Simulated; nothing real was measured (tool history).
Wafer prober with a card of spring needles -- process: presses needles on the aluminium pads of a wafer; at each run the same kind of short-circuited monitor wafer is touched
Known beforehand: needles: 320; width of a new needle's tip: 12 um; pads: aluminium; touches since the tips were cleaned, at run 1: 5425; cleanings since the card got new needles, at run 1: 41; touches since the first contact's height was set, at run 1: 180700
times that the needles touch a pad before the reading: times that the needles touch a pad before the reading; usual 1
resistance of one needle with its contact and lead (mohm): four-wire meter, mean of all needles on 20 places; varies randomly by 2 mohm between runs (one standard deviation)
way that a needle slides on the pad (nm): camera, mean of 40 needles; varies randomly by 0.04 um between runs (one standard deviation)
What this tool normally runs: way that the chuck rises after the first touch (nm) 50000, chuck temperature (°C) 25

| run | day | way that the chuck rises after the first touch (nm) | chuck temperature (°C) | times that the needles touch a pad before the reading | touches since the tips were cleaned | cleanings since the card got new needles | touches since the first contact's height was set | resistance of one needle with its contact and lead (mohm) | way that a needle slides on the pad (nm) |
|---|---|---|---|---|---|---|---|---|---|
| 1 | 0 | 50000 | 25 | 1 | 5425 | 41 | 180700 | 220 | 6880 |
|  | 0.338 | tips cleaned on abrasive film |
|  | 1.183 | tips cleaned on abrasive film |
|  | 1.196 | height of the first contact set anew |
| 2 | 1.254 | 50000 | 25 | 1 | 649 | 43 | 649 | 216 | 6930 |
|  | 1.946 | tips cleaned on abrasive film |
|  | 2.825 | tips cleaned on abrasive film |
| 3 | 3.4 | 50000 | 25 | 1 | 6408 | 45 | 24455 | 222 | 6870 |
|  | 3.558 | tips cleaned on abrasive film |
|  | 4.338 | tips cleaned on abrasive film |
| 4 | 4.908 | 50000 | 25 | 1 | 6392 | 47 | 41186 | 220 | 6890 |
|  | 5.067 | tips cleaned on abrasive film |
|  | 5.896 | tips cleaned on abrasive film |
|  | 6.608 | tips cleaned on abrasive film |
|  | 7.342 | tips cleaned on abrasive film |
| 5 | 7.342 | 50000 | 25 | 1 | 0 | 51 | 68097 | 220 | 6860 |
|  | 8.183 | tips cleaned on abrasive film |
|  | 8.912 | tips cleaned on abrasive film |
| 6 | 8.912 | 50000 | 25 | 1 | 0 | 53 | 85522 | 221 | 6800 |
|  | 9.771 | tips cleaned on abrasive film |
|  | 10.512 | tips cleaned on abrasive film |
| 7 | 11.221 | 50000 | 72 | 1 | 7873 | 55 | 111126 | 233 | 6720 |
|  | 11.35 | tips cleaned on abrasive film |
|  | 12.221 | tips cleaned on abrasive film |
|  | 13.108 | tips cleaned on abrasive film |
| 8 | 13.571 | 50000 | 72 | 1 | 5119 | 58 | 137145 | 232 | 6750 |
|  | 13.9 | tips cleaned on abrasive film |
|  | 14.762 | tips cleaned on abrasive film |
| 9 | 15.196 | 50000 | 72 | 1 | 4804 | 60 | 155159 | 237 | 6740 |
|  | 15.512 | tips cleaned on abrasive film |
|  | 16.392 | tips cleaned on abrasive film |
|  | 17.229 | tips cleaned on abrasive film |
|  | 18.092 | tips cleaned on abrasive film |
| 10 | 18.104 | 50000 | 72 | 1 | 147 | 64 | 187403 | 232 | 6760 |
|  | 18.646 | height of the first contact set anew |
|  | 18.829 | tips cleaned on abrasive film |
|  | 19.708 | tips cleaned on abrasive film |
|  | 20.5 | tips cleaned on abrasive film |
| 11 | 20.933 | 50000 | 72 | 1 | 4844 | 67 | 25342 | 230 | 6740 |
|  | 21.292 | tips cleaned on abrasive film |
|  | 22.004 | tips cleaned on abrasive film |
|  | 22.738 | tips cleaned on abrasive film |
| 12 | 22.738 | 50000 | 72 | 1 | 0 | 70 | 45287 | 234 | 6700 |
|  | 23.538 | tips cleaned on abrasive film |
| 13 | 24.167 | 50000 | 72 | 1 | 7041 | 71 | 61178 | 232 | 6760 |
|  | 24.35 | tips cleaned on abrasive film |
|  | 25.058 | tips cleaned on abrasive film |
| 14 | 25.592 | 50000 | 72 | 1 | 5897 | 73 | 76922 | 234 | 6700 |
|  | 25.912 | tips cleaned on abrasive film |
|  | 26.754 | tips cleaned on abrasive film |
|  | 27.571 | tips cleaned on abrasive film |
| 15 | 27.754 | 50000 | 72 | 1 | 2061 | 76 | 100901 | 234 | 6670 |
|  | 28.292 | tips cleaned on abrasive film |
|  | 29.138 | tips cleaned on abrasive film |
|  | 30.021 | tips cleaned on abrasive film |
| 16 | 30.067 | 38000 | 34 | 1 | 481 | 79 | 126505 | 228 | 5140 |
|  | 30.742 | tips cleaned on abrasive film |
|  | 31.612 | tips cleaned on abrasive film |
| 17 | 31.612 | 38000 | 34 | 1 | 0 | 81 | 143667 | 227 | 5130 |
|  | 32.454 | tips cleaned on abrasive film |
|  | 33.325 | tips cleaned on abrasive film |
| 18 | 33.95 | 38000 | 34 | 1 | 6943 | 83 | 169574 | 227 | 5130 |
|  | 34.129 | tips cleaned on abrasive film |
|  | 34.962 | tips cleaned on abrasive film |
|  | 35.742 | tips cleaned on abrasive film |
| 19 | 35.754 | 31000 | 34 | 1 | 126 | 86 | 189547 | 233 | 4160 |
|  | 36.104 | height of the first contact set anew |
|  | 36.625 | tips cleaned on abrasive film |
|  | 37.429 | tips cleaned on abrasive film |
|  | 38.142 | tips cleaned on abrasive film |
| 20 | 38.342 | 50000 | 32 | 1 | 2224 | 89 | 24782 | 222 | 6720 |
|  | 39.004 | tips cleaned on abrasive film |
|  | 39.179 | gauge calibrated |
|  | 39.858 | tips cleaned on abrasive film |
|  | 40.65 | tips cleaned on abrasive film |
| 21 | 40.65 | 50000 | 32 | 1 | 0 | 92 | 50336 | 223 | 6860 |
|  | 41.358 | tips cleaned on abrasive film |
|  | 42.108 | tips cleaned on abrasive film |
|  | 42.817 | tips cleaned on abrasive film |
|  | 43.529 | tips cleaned on abrasive film |
| 22 | 43.658 | 43000 | 32 | 1 | 1455 | 96 | 83705 | 221 | 5880 |
|  | 44.333 | tips cleaned on abrasive film |
|  | 45.133 | tips cleaned on abrasive film |
|  | 45.988 | tips cleaned on abrasive film |
| 23 | 46.217 | 48000 | 49 | 1 | 2561 | 99 | 112034 | 228 | 6520 |
|  | 46.75 | tips cleaned on abrasive film |
|  | 47.6 | tips cleaned on abrasive film |
| 24 | 48.267 | 50000 | 42 | 3 | 7421 | 101 | 134801 | 227 | 6780 |
|  | 48.408 | tips cleaned on abrasive film |
|  | 49.279 | tips cleaned on abrasive film |
|  | 50.075 | tips cleaned on abrasive film |
|  | 50.9 | tips cleaned on abrasive film |
| 25 | 51.346 | 50000 | 42 | 1 | 4949 | 105 | 168913 | 226 | 6780 |
|  | 51.654 | tips cleaned on abrasive film |
|  | 52.533 | tips cleaned on abrasive film |
|  | 53.392 | tips cleaned on abrasive film |
|  | 53.579 | height of the first contact set anew |
| 26 | 53.646 | 50000 | 42 | 1 | 2711 | 108 | 741 | 228 | 6750 |
|  | 54.242 | tips cleaned on abrasive film |
|  | 55.021 | tips cleaned on abrasive film |
| 27 | 55.617 | 39000 | 34 | 2 | 6633 | 110 | 22595 | 231 | 5290 |
|  | 55.779 | tips cleaned on abrasive film |
|  | 56.658 | tips cleaned on abrasive film |
| 28 | 57.242 | 46000 | 25 | 2 | 6492 | 112 | 40606 | 224 | 6210 |

Describe how what the log doesn't record of the tool's condition differs between the last listed run preceding each entry between runs and the first listed run following it.
Between runs 1 and 2: tips cleaned on abrasive film (day 0.338); tips cleaned on abrasive film (day 1.183); height of the first contact set anew (day 1.196)
  debris on the tips, nm: 1.4 -> 0.4; way that the needles fall short of the set height, um: 0.05 -> 0; drift of the gauge itself on scrub_um, %: 0 -> -0.09
  what was measured, less what the result would be without the hidden state, way that a needle slides on the pad (nm): -10 -> -10
Between runs 2 and 3: tips cleaned on abrasive film (day 1.946); tips cleaned on abrasive film (day 2.825)
  debris on the tips, nm: 0.4 -> 1.5; drift of the gauge itself on scrub_um, %: -0.09 -> -0.25
  what was measured, less what the result would be without the hidden state, way that a needle slides on the pad (nm): -10 -> -20
Between runs 3 and 4: tips cleaned on abrasive film (day 3.558); tips cleaned on abrasive film (day 4.338)
  way that the needles fall short of the set height, um: 0 -> 0.01; drift of the gauge itself on scrub_um, %: -0.25 -> -0.36
  what was measured, less what the result would be without the hidden state, way that a needle slides on the pad (nm): -20 -> -30
Between runs 4 and 5: tips cleaned on abrasive film (day 5.067); tips cleaned on abrasive film (day 5.896); tips cleaned on abrasive film (day 6.608); tips cleaned on abrasive film (day 7.342)
  debris on the tips, nm: 1.5 -> 0.2; way that the needles fall short of the set height, um: 0.01 -> 0.02; drift of the gauge itself on scrub_um, %: -0.36 -> -0.54
  what was measured, less what the result would be without the hidden state, way that a needle slides on the pad (nm): -30 -> -40
Between runs 5 and 6: tips cleaned on abrasive film (day 8.183); tips cleaned on abrasive film (day 8.912)
  debris on the tips, nm: 0.2 -> 0.1; tips' diameter, um: 12.04 -> 12.05; drift of the gauge itself on scrub_um, %: -0.54 -> -0.65
  what was measured, less what the result would be without the hidden state, way that a needle slides on the pad (nm): -40 -> -50
Between runs 6 and 7: tips cleaned on abrasive film (day 9.771); tips cleaned on abrasive film (day 10.512)
  debris on the tips, nm: 0.1 -> 1.6; way that the needles fall short of the set height, um: 0.02 -> 0.03; drift of the gauge itself on scrub_um, %: -0.65 -> -0.82
  what was measured, less what the result would be without the hidden state, way that a needle slides on the pad (nm): -50 -> -60
Between runs 7 and 8: tips cleaned on abrasive film (day 11.35); tips cleaned on abrasive film (day 12.221); tips cleaned on abrasive film (day 13.108)
  debris on the tips, nm: 1.6 -> 1.3; way that the needles fall short of the set height, um: 0.03 -> 0.04; drift of the gauge itself on scrub_um, %: -0.82 -> -1
  what was measured, less what the result would be without the hidden state, way that a needle slides on the pad (nm): -60 -> -70
Between runs 8 and 9: tips cleaned on abrasive film (day 13.9); tips cleaned on abrasive film (day 14.762)
  drift of the gauge itself on scrub_um, %: -1 -> -1.11
  what was measured, less what the result would be without the hidden state, way that a needle slides on the pad (nm): -70 -> -80
Between runs 9 and 10: tips cleaned on abrasive film (day 15.512); tips cleaned on abrasive film (day 16.392); tips cleaned on abrasive film (day 17.229); tips cleaned on abrasive film (day 18.092)
  debris on the tips, nm: 1.3 -> 0.2; way that the needles fall short of the set height, um: 0.04 -> 0.05; drift of the gauge itself on scrub_um, %: -1.11 -> -1.33
  what was measured, less what the result would be without the hidden state, way that a needle slides on the pad (nm): -80 -> -100
Between runs 10 and 11: height of the first contact set anew (day 18.646); tips cleaned on abrasive film (day 18.829); tips cleaned on abrasive film (day 19.708); tips cleaned on abrasive film (day 20.5)
  debris on the tips, nm: 0.2 -> 1.3; way that the needles fall short of the set height, um: 0.05 -> 0.01; tips' diameter, um: 12.05 -> 12.06; drift of the gauge itself on scrub_um, %: -1.33 -> -1.54
  what was measured, less what the result would be without the hidden state, way that a needle slides on the pad (nm): -100 -> -110
Between runs 11 and 12: tips cleaned on abrasive film (day 21.292); tips cleaned on abrasive film (day 22.004); tips cleaned on abrasive film (day 22.738)
  debris on the tips, nm: 1.3 -> 0.1; drift of the gauge itself on scrub_um, %: -1.54 -> -1.67
  what was measured, less what the result would be without the hidden state, way that a needle slides on the pad (nm): -110 -> -110
Between runs 12 and 13: tips cleaned on abrasive film (day 23.538)
  debris on the tips, nm: 0.1 -> 1.6; way that the needles fall short of the set height, um: 0.01 -> 0.02; drift of the gauge itself on scrub_um, %: -1.67 -> -1.77
  what was measured, less what the result would be without the hidden state, way that a needle slides on the pad (nm): -110 -> -130
Between runs 13 and 14: tips cleaned on abrasive film (day 24.35); tips cleaned on abrasive film (day 25.058)
  debris on the tips, nm: 1.6 -> 1.4; drift of the gauge itself on scrub_um, %: -1.77 -> -1.88
  what was measured, less what the result would be without the hidden state, way that a needle slides on the pad (nm): -130 -> -130
Between runs 14 and 15: tips cleaned on abrasive film (day 25.912); tips cleaned on abrasive film (day 26.754); tips cleaned on abrasive film (day 27.571)
  debris on the tips, nm: 1.4 -> 0.7; way that the needles fall short of the set height, um: 0.02 -> 0.03; tips' diameter, um: 12.06 -> 12.07; drift of the gauge itself on scrub_um, %: -1.88 -> -2.04
  what was measured, less what the result would be without the hidden state, way that a needle slides on the pad (nm): -130 -> -150
Between runs 15 and 16: tips cleaned on abrasive film (day 28.292); tips cleaned on abrasive film (day 29.138); tips cleaned on abrasive film (day 30.021)
  debris on the tips, nm: 0.7 -> 0.2; way that the needles fall short of the set height, um: 0.03 -> 0.04; drift of the gauge itself on scrub_um, %: -2.04 -> -2.21
  what was measured, less what the result would be without the hidden state, way that a needle slides on the pad (nm): -150 -> -120
Between runs 16 and 17: tips cleaned on abrasive film (day 30.742); tips cleaned on abrasive film (day 31.612)
  drift of the gauge itself on scrub_um, %: -2.21 -> -2.32
  what was measured, less what the result would be without the hidden state, way that a needle slides on the pad (nm): -120 -> -130
Between runs 17 and 18: tips cleaned on abrasive film (day 32.454); tips cleaned on abrasive film (day 33.325)
  debris on the tips, nm: 0.2 -> 1.6; way that the needles fall short of the set height, um: 0.04 -> 0.05; drift of the gauge itself on scrub_um, %: -2.32 -> -2.49
  what was measured, less what the result would be without the hidden state, way that a needle slides on the pad (nm): -130 -> -140
Between runs 18 and 19: tips cleaned on abrasive film (day 34.129); tips cleaned on abrasive film (day 34.962); tips cleaned on abrasive film (day 35.742)
  debris on the tips, nm: 1.6 -> 0.2; drift of the gauge itself on scrub_um, %: -2.49 -> -2.62
  what was measured, less what the result would be without the hidden state, way that a needle slides on the pad (nm): -140 -> -120
Between runs 19 and 20: height of the first contact set anew (day 36.104); tips cleaned on abrasive film (day 36.625); tips cleaned on abrasive film (day 37.429); tips cleaned on abrasive film (day 38.142)
  debris on the tips, nm: 0.2 -> 0.9; way that the needles fall short of the set height, um: 0.05 -> 0.01; tips' diameter, um: 12.07 -> 12.08; drift of the gauge itself on scrub_um, %: -2.62 -> -2.81
  what was measured, less what the result would be without the hidden state, way that a needle slides on the pad (nm): -120 -> -190
Between runs 20 and 21: tips cleaned on abrasive film (day 39.004); gauge calibrated (day 39.179); tips cleaned on abrasive film (day 39.858); tips cleaned on abrasive film (day 40.65)
  debris on the tips, nm: 0.9 -> 0.1; drift of the gauge itself on scrub_um, %: -2.81 -> -0.11
  what was measured, less what the result would be without the hidden state, way that a needle slides on the pad (nm): -190 -> -10
Between runs 21 and 22: tips cleaned on abrasive film (day 41.358); tips cleaned on abrasive film (day 42.108); tips cleaned on abrasive film (day 42.817); tips cleaned on abrasive film (day 43.529)
  debris on the tips, nm: 0.1 -> 0.5; way that the needles fall short of the set height, um: 0.01 -> 0.02; drift of the gauge itself on scrub_um, %: -0.11 -> -0.33
  what was measured, less what the result would be without the hidden state, way that a needle slides on the pad (nm): -10 -> -30
Between runs 22 and 23: tips cleaned on abrasive film (day 44.333); tips cleaned on abrasive film (day 45.133); tips cleaned on abrasive film (day 45.988)
  debris on the tips, nm: 0.5 -> 0.9; way that the needles fall short of the set height, um: 0.02 -> 0.03; drift of the gauge itself on scrub_um, %: -0.33 -> -0.52
  what was measured, less what the result would be without the hidden state, way that a needle slides on the pad (nm): -30 -> -40
Between runs 23 and 24: tips cleaned on abrasive film (day 46.75); tips cleaned on abrasive film (day 47.6)
  debris on the tips, nm: 0.9 -> 1.5; way that the needles fall short of the set height, um: 0.03 -> 0.04; tips' diameter, um: 12.08 -> 12.09; drift of the gauge itself on scrub_um, %: -0.52 -> -0.67
  what was measured, less what the result would be without the hidden state, way that a needle slides on the pad (nm): -40 -> -50
Between runs 24 and 25: tips cleaned on abrasive film (day 48.408); tips cleaned on abrasive film (day 49.279); tips cleaned on abrasive film (day 50.075); tips cleaned on abrasive film (day 50.9)
  debris on the tips, nm: 1.5 -> 1.4; way that the needles fall short of the set height, um: 0.04 -> 0.05; drift of the gauge itself on scrub_um, %: -0.67 -> -0.89
  what was measured, less what the result would be without the hidden state, way that a needle slides on the pad (nm): -50 -> -70
Between runs 25 and 26: tips cleaned on abrasive film (day 51.654); tips cleaned on abrasive film (day 52.533); tips cleaned on abrasive film (day 53.392); height of the first contact set anew (day 53.579)
  debris on the tips, nm: 1.4 -> 1; way that the needles fall short of the set height, um: 0.05 -> 0; drift of the gauge itself on scrub_um, %: -0.89 -> -1.06
  what was measured, less what the result would be without the hidden state, way that a needle slides on the pad (nm): -70 -> -70
Between runs 26 and 27: tips cleaned on abrasive film (day 54.242); tips cleaned on abrasive film (day 55.021)
  debris on the tips, nm: 1 -> 1.5; drift of the gauge itself on scrub_um, %: -1.06 -> -1.21
  what was measured, less what the result would be without the hidden state, way that a needle slides on the pad (nm): -70 -> -60
Between runs 27 and 28: tips cleaned on abrasive film (day 55.779); tips cleaned on abrasive film (day 56.658)
  way that the needles fall short of the set height, um: 0 -> 0.01; drift of the gauge itself on scrub_um, %: -1.21 -> -1.33
  what was measured, less what the result would be without the hidden state, way that a needle slides on the pad (nm): -60 -> -90

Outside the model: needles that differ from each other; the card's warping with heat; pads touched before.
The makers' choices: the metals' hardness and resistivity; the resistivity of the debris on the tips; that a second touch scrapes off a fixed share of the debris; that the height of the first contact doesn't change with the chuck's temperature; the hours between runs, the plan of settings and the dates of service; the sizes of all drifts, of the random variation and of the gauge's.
